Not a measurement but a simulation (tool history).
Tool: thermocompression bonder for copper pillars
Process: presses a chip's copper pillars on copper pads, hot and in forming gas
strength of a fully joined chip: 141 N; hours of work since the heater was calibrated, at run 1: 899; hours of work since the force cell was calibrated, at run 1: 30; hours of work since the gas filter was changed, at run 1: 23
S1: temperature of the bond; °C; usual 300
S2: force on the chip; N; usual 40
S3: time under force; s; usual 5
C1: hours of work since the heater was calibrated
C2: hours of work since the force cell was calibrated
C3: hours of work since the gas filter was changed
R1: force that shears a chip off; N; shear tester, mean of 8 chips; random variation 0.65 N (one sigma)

run    day   S1  S2  S3   C1   C2  C3    R1
  1      0  300  40   5  899   30  23  73.9
  2   0.35  300  40   5  904   36  28  73.4
  3  0.808  300  40   4  911   42  35  68.5
  4    1.4  300  40   8  919   51  44    86
  5  1.754  300  40   8  924   56  49    85
  6  2.362  300  40   8  933   65  58  85.4
  7  2.808  300  40   8  940   72  64  84.6
  8  3.142  286  40  12  945   77  69  82.9
  9  3.754  286  29   4  954   86  78  46.4
 10  4.208  286  29   4  960   92  85  47.3
 11  4.733  309  40   5  968  100  92  77.8

The next listed run, before its measurement:
 12  5.104  309  40   5  974  105  98   ?

{"run 12": {"R1": 79.1}}
Without the tool's hidden state the same run would have given R1 84.8 N.

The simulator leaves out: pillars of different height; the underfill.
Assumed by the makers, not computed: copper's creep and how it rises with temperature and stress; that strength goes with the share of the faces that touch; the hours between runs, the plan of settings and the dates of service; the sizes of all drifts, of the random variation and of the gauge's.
